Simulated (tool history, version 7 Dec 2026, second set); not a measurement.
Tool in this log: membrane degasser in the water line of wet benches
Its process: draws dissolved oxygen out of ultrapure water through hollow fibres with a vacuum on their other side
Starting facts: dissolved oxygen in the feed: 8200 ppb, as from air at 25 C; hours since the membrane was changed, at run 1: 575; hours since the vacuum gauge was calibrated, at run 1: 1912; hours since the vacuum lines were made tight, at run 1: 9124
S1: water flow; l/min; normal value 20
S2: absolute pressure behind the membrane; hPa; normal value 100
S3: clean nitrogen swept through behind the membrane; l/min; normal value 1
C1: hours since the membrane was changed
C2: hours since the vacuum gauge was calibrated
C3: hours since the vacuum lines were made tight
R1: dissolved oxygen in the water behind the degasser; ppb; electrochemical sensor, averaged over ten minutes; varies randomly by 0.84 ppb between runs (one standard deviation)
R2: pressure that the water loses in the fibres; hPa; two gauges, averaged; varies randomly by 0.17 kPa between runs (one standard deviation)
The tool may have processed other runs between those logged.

{"run": 1, "hour": 0.0, "S1": 20, "S2": 100, "S3": 1, "C1": 575, "C2": 1912, "C3": 9124, "R1": 320.7, "R2": 583.9}
{"run": 2, "hour": 49.4, "S1": 20, "S2": 100, "S3": 1, "C1": 625, "C2": 1961, "C3": 9173, "R1": 319.6, "R2": 583.5}
{"run": 3, "hour": 82.4, "S1": 20, "S2": 100, "S3": 1, "C1": 658, "C2": 1994, "C3": 9206, "R1": 318.7, "R2": 582.1}
{"run": 4, "hour": 146.0, "S1": 20, "S2": 100, "S3": 1, "C1": 721, "C2": 2058, "C3": 9270, "R1": 319.4, "R2": 584.5}
{"run": 5, "hour": 200.3, "S1": 20, "S2": 100, "S3": 1, "C1": 776, "C2": 2112, "C3": 9324, "R1": 319.5, "R2": 585}
{"run": 6, "hour": 261.2, "S1": 20, "S2": 100, "S3": 1, "C1": 836, "C2": 2173, "C3": 9385, "R1": 318.6, "R2": 587.5}
{"run": 7, "hour": 293.7, "S1": 20, "S2": 100, "S3": 1, "C1": 869, "C2": 2206, "C3": 9417, "R1": 319.2, "R2": 582.8}
{"run": 8, "hour": 333.0, "S1": 20, "S2": 100, "S3": 1, "C1": 908, "C2": 2245, "C3": 9457, "R1": 318.5, "R2": 586}
{"run": 9, "hour": 365.3, "S1": 20, "S2": 100, "S3": 1, "C1": 940, "C2": 2277, "C3": 9489, "R1": 318.4, "R2": 586.4}
{"run": 10, "hour": 396.2, "S1": 20, "S2": 100, "S3": 1, "C1": 971, "C2": 2308, "C3": 9520, "R1": 319, "R2": 583.7}
{"run": 11, "hour": 459.8, "S1": 14, "S2": 215, "S3": 2.22, "C1": 1035, "C2": 2372, "C3": 9584, "R1": 273.6, "R2": 406.4}
{"run": 12, "hour": 507.5, "S1": 18, "S2": 100, "S3": 1.74, "C1": 1083, "C2": 2419, "C3": 9631, "R1": 178.9, "R2": 526.6}
{"run": 13, "hour": 559.8, "S1": 18, "S2": 100, "S3": 1.74, "C1": 1135, "C2": 2472, "C3": 9684, "R1": 180.6, "R2": 524.2}
{"run": 14, "hour": 620.9, "S1": 18, "S2": 100, "S3": 1.74, "C1": 1196, "C2": 2533, "C3": 9745, "R1": 179.1, "R2": 526.1}
{"run": 15, "hour": 682.8, "S1": 27, "S2": 193, "S3": 1.62, "C1": 1258, "C2": 2595, "C3": 9807, "R1": 641, "R2": 785.6}
{"run": 16, "hour": 734.8, "S1": 24, "S2": 71, "S3": 1, "C1": 1310, "C2": 2647, "C3": 9858, "R1": 251.4, "R2": 707}
{"run": 17, "hour": 790.3, "S1": 18, "S2": 81, "S3": 0.94, "C1": 1366, "C2": 2702, "C3": 9914, "R1": 221.9, "R2": 522.8}
{"run": 18, "hour": 854.6, "S1": 18, "S2": 81, "S3": 2.5, "C1": 1430, "C2": 2767, "C3": 9978, "R1": 101.2, "R2": 524.5}
{"run": 19, "hour": 898.6, "S1": 18, "S2": 116, "S3": 2.96, "C1": 1474, "C2": 2811, "C3": 10022, "R1": 138.4, "R2": 527.1}
{"run": 20, "hour": 930.3, "S1": 15, "S2": 100, "S3": 2.23, "C1": 1506, "C2": 2842, "C3": 10054, "R1": 115.4, "R2": 439.9}

What if the next run were any one of these 5? Each begins from the tool's condition after run 20:
{"run": "A", "hour": 985.3, "S1": 15, "S2": 248, "S3": 1.57, "C1": 1561, "C2": 2897, "C3": 10109, "R1": "?", "R2": "?"}
{"run": "B", "hour": 985.3, "S1": 13, "S2": 242, "S3": 1, "C1": 1561, "C2": 2897, "C3": 10109, "R1": "?", "R2": "?"}
{"run": "C", "hour": 985.3, "S1": 15, "S2": 84, "S3": 1.45, "C1": 1561, "C2": 2897, "C3": 10109, "R1": "?", "R2": "?"}
{"run": "D", "hour": 985.3, "S1": 32, "S2": 100, "S3": 2.23, "C1": 1561, "C2": 2897, "C3": 10109, "R1": "?", "R2": "?"}
{"run": "E", "hour": 985.3, "S1": 13, "S2": 141, "S3": 2.23, "C1": 1561, "C2": 2897, "C3": 10109, "R1": "?", "R2": "?"}

run=A R1=463.8 R2=439.4
run=B R1=591.3 R2=380.1
run=C R1=131.1 R2=436.8
run=D R1=352.2 R2=933
run=E R1=153.3 R2=379.7
The same runs, with their run-to-run variation unchanged, on a tool lacking any hidden condition would have given:
run=A R1=469.7 R2=439.3
run=B R1=598.8 R2=380.1
run=C R1=132.7 R2=436.8
run=D R1=356.7 R2=933
run=E R1=155.2 R2=379.7
